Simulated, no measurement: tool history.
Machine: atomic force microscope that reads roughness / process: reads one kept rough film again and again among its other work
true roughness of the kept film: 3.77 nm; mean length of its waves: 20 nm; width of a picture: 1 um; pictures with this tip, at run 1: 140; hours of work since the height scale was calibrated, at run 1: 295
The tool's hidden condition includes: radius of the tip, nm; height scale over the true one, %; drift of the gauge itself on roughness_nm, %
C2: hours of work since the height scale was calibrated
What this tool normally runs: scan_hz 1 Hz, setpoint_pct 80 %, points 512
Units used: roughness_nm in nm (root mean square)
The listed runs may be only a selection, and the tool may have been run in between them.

Run 1, day 0: usual settings; pictures with this tip 140; C2 295. Result: roughness_nm 1.993 nm (root mean square).
Run 2, day 0.938: usual settings; pictures with this tip 186; C2 311. Result: roughness_nm 1.864 nm (root mean square).
Run 3, day 2.025: usual settings; pictures with this tip 240; C2 331. Result: roughness_nm 1.713 nm (root mean square).
Run 4, day 2.588: usual settings; pictures with this tip 268; C2 341. Result: roughness_nm 1.653 nm (root mean square).
Run 5, day 3.529: usual settings but scan_hz 0.79 Hz; pictures with this tip 315; C2 358. Result: roughness_nm 1.553 nm (root mean square).
At day 3.654: new tip fitted.
Run 6, day 4.308: usual settings but points 337; pictures with this tip 33; C2 372. Result: roughness_nm 2.6 nm (root mean square).
Run 7, day 4.771: usual settings but scan_hz 1.37 Hz, setpoint_pct 84 %, points 815; pictures with this tip 55; C2 380. Result: roughness_nm 2.468 nm (root mean square).
Run 8, day 5.65: usual settings but scan_hz 1.83 Hz, setpoint_pct 82 %, points 591; pictures with this tip 99; C2 396. Result: roughness_nm 2.223 nm (root mean square).
Run 9, day 6.533: usual settings but scan_hz 1.83 Hz, setpoint_pct 82 %, points 591; pictures with this tip 143; C2 412. Result: roughness_nm 2.059 nm (root mean square).
Run 10, day 7.358: usual settings but scan_hz 1.84 Hz, setpoint_pct 88 %, points 361; pictures with this tip 184; C2 427. Result: roughness_nm 1.85 nm (root mean square).
Run 11, day 8.225: usual settings but scan_hz 1.12 Hz, setpoint_pct 62 %, points 499; pictures with this tip 227; C2 442. Result: roughness_nm 1.868 nm (root mean square).
Run 12, day 8.925: usual settings but scan_hz 0.51 Hz, setpoint_pct 58 %, points 780; pictures with this tip 261; C2 455. Result: roughness_nm 1.818 nm (root mean square).

Predict each of these 3 candidate next runs independently; none follows another, all start after run 12:
Run A, day 9.429: usual settings but scan_hz 0.51 Hz, setpoint_pct 64 %, points 956; pictures with this tip 287; C2 464. Result: roughness_nm ?.
Run B, day 9.429: usual settings but scan_hz 1.99 Hz, points 471; pictures with this tip 287; C2 464. Result: roughness_nm ?.
Run C, day 9.429: usual settings but scan_hz 3.39 Hz, setpoint_pct 62 %, points 774; pictures with this tip 287; C2 464. Result: roughness_nm ?.

run  roughness_nm
  A         1.752
  B         1.646
  C         1.691
What these runs would have given with no unlogged condition in the tool:
run  roughness_nm
  A         2.973
  B         2.785
  C         2.863
